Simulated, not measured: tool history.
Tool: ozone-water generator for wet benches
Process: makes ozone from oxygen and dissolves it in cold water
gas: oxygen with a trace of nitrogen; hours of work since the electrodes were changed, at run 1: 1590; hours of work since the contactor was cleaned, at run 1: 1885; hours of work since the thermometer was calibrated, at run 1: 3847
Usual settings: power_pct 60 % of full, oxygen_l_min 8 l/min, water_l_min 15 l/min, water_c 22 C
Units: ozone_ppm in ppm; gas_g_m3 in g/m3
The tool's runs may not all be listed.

run,day,power_pct,oxygen_l_min,water_l_min,water_c,hours of work since the electrodes were changed,hours of work since the contactor was cleaned,hours of work since the thermometer was calibrated,ozone_ppm,gas_g_m3
1,0,60,8,15,22,1590,1885,3847,22.8,151.8
2,3.296,60,13.84,15,22,1658,1952,3915,20.1,114
3,5.408,60,13.84,15,22,1701,1996,3958,20.5,114.7
4,8.746,60,8,15,22,1770,2064,4027,22.6,151.8
5,12.017,60,8,15,22,1837,2132,4094,22.2,149.7
# day 12.712: contactor cleaned
6,15.317,47,6.55,15,16,1902,53,4158,21.9,136.8
7,17.175,47,6.55,15,16,1940,92,4196,22.2,136.8
8,19.583,47,6.55,15,16,1989,141,4246,22,136.3
9,23.083,44,4.53,10,26,2061,213,4318,22.2,155.4
10,26.433,42,7.46,15,17,2130,282,4386,19.3,116.5

Hidden state or all else? Some run-to-run changes of ozone_ppm, split into what the settings, what came in and random variation would give without the hidden state, and what is left for the hidden state (with any gauge scatter that isn't in both results):
The hidden state here: yield of the discharge, % of new electrodes'; contactor's efficiency, % of a clean one's; true water temperature over the reading, C; drift of the gauge itself on ozone_ppm, %; drift of the gauge itself on gas_g_m3, %.
Run 5 -> 6: power_pct 60 -> 47, oxygen_l_min 8 -> 6.55, water_c 22 -> 16, contactor cleaned. ozone_ppm -0.3 ppm: hidden state +1.1, all else -1.4.
Run 9 -> 10: power_pct 44 -> 42, oxygen_l_min 4.53 -> 7.46, water_l_min 10 -> 15, water_c 26 -> 17. ozone_ppm -2.9 ppm: hidden state +0.2, all else -3.1.
